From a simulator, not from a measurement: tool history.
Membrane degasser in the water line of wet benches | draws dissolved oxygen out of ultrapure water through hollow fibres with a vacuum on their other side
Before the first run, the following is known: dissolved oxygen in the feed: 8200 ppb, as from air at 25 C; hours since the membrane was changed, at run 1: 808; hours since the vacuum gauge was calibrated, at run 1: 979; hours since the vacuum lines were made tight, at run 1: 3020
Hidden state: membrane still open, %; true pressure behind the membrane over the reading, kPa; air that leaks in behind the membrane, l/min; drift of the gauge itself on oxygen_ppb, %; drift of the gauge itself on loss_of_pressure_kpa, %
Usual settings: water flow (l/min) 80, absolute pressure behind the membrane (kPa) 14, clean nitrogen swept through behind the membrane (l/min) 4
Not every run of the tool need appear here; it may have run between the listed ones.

run    hour  water flow (l/min)  absolute pressure behind the membrane (kPa)  clean nitrogen swept through behind the membrane (l/min)  hours since the membrane was changed  hours since the vacuum gauge was calibrated  hours since the vacuum lines were made tight  dissolved oxygen in the water behind the degasser (ppb)  pressure that the water loses in the fibres (kPa)
  1       0                  80                                           14                                                         4                                   808                                          979                                          3020                                                    482.1                                              47.48
  2    38.1                 127                                           14                                                         4                                   846                                         1018                                          3058                                                    710.8                                              74.59
  3   105.6                  80                                         13.2                                                         4                                   914                                         1085                                          3126                                                    448.6                                              46.96
  4   140.5                  80                                         13.2                                                         4                                   949                                         1120                                          3161                                                    449.2                                                 47
  5   190.3                  80                                         13.2                                                         4                                   998                                         1170                                          3210                                                    446.7                                              47.22
  6   231.9                  80                                         15.6                                                         4                                  1040                                         1211                                          3252                                                    539.9                                              47.57
  7   265.2                  80                                         34.4                                                         4                                  1073                                         1245                                          3285                                                   1219.1                                              47.12
  8   312.6                  59                                           14                                                         4                                  1121                                         1292                                          3333                                                    365.1                                              34.38
  9   359.9                  80                                           14                                                         4                                  1168                                         1339                                          3380                                                    481.4                                              46.88
 10   395.6                  80                                           14                                                       3.4                                  1204                                         1375                                          3416                                                      543                                              47.28
 11   437.4                  80                                           14                                                       2.9                                  1246                                         1417                                          3458                                                    620.4                                              46.78
 12   474.2                  80                                           14                                                       2.9                                  1282                                         1454                                          3494                                                    619.5                                              47.16
 13   536.8                  80                                           14                                                         4                                  1345                                         1516                                          3557                                                    478.7                                              47.16
 14   593.8                  80                                           14                                                         4                                  1402                                         1573                                          3614                                                    479.3                                              47.15
 15   632.9                  80                                           14                                                         4                                  1441                                         1612                                          3653                                                    481.8                                              47.09
 16   699.5                  64                                           14                                                         4                                  1508                                         1679                                          3720                                                    394.1                                                 38
 17     764                  80                                         27.7                                                      8.27                                  1572                                         1743                                          3784                                                    550.5                                              47.08
 18   834.1                  80                                         27.7                                                      8.27                                  1642                                         1814                                          3854                                                      546                                              47.23
 19   873.5                  80                                         27.7                                                      8.27                                  1682                                         1853                                          3894                                                    546.2                                              47.19
 20   942.8                  80                                          8.5                                                      7.36                                  1751                                         1922                                          3963                                                    157.5                                                 47
 21  1010.2                  49                                           14                                                      2.15                                  1818                                         1990                                          4030                                                    519.5                                              28.85
 22  1046.7                  49                                         26.6                                                      4.01                                  1855                                         2026                                          4067                                                    628.7                                              29.08
 23  1094.2                  67                                         21.4                                                         4                                  1902                                         2074                                          4114                                                    659.9                                              39.38
 24    1126                  67                                         21.4                                                      1.64                                  1934                                         2105                                          4146                                                   1309.5                                              39.51
 25  1171.5                  80                                         30.7                                                      1.97                                  1980                                         2151                                          4192                                                   1825.3                                              47.38
 26  1227.4                  80                                         30.7                                                      1.97                                  2035                                         2207                                          4247                                                   1824.1                                               47.4
 27  1290.9                  80                                         30.7                                                      1.97                                  2099                                         2270                                          4311                                                   1826.2                                              47.04
 28  1331.2                  82                                           14                                                      2.48                                  2139                                         2311                                          4351                                                    713.8                                              48.16
 29  1386.8                  80                                         10.4                                                      3.67                                  2195                                         2366                                          4407                                                    358.3                                              47.45
 30  1446.8                  80                                         10.4                                                      3.67                                  2255                                         2426                                          4467                                                    357.8                                              46.97
 31    1491                  80                                         10.4                                                      3.67                                  2299                                         2470                                          4511                                                      356                                              46.86
 32  1520.8                  80                                         18.7                                                      3.48                                  2329                                         2500                                          4541                                                    738.5                                               46.9

Predict each of these 4 candidate next runs independently; none follows another, all start after run 32:
  A  1592.9                  81                                         26.5                                                      3.48                                  2401                                         2572                                          4613                                                        ?                                                  ?
  B  1592.9                  80                                           27                                                         4                                  2401                                         2572                                          4613                                                        ?                                                  ?
  C  1592.9                  69                                         18.7                                                      6.83                                  2401                                         2572                                          4613                                                        ?                                                  ?
  D  1592.9                  54                                         10.6                                                      3.07                                  2401                                         2572                                          4613                                                        ?                                                  ?

run  dissolved oxygen in the water behind the degasser (ppb)  pressure that the water loses in the fibres (kPa)
  A                                                   1069.2                                              48.03
  B                                                    973.7                                              47.45
  C                                                      374                                              40.56
  D                                                    295.7                                              31.94
With the hidden condition removed and each run's random variation left untouched, the same runs would have given:
run  dissolved oxygen in the water behind the degasser (ppb)  pressure that the water loses in the fibres (kPa)
  A                                                   1069.1                                              48.02
  B                                                    973.6                                              47.44
  C                                                      374                                              40.55
  D                                                    295.7                                              31.93

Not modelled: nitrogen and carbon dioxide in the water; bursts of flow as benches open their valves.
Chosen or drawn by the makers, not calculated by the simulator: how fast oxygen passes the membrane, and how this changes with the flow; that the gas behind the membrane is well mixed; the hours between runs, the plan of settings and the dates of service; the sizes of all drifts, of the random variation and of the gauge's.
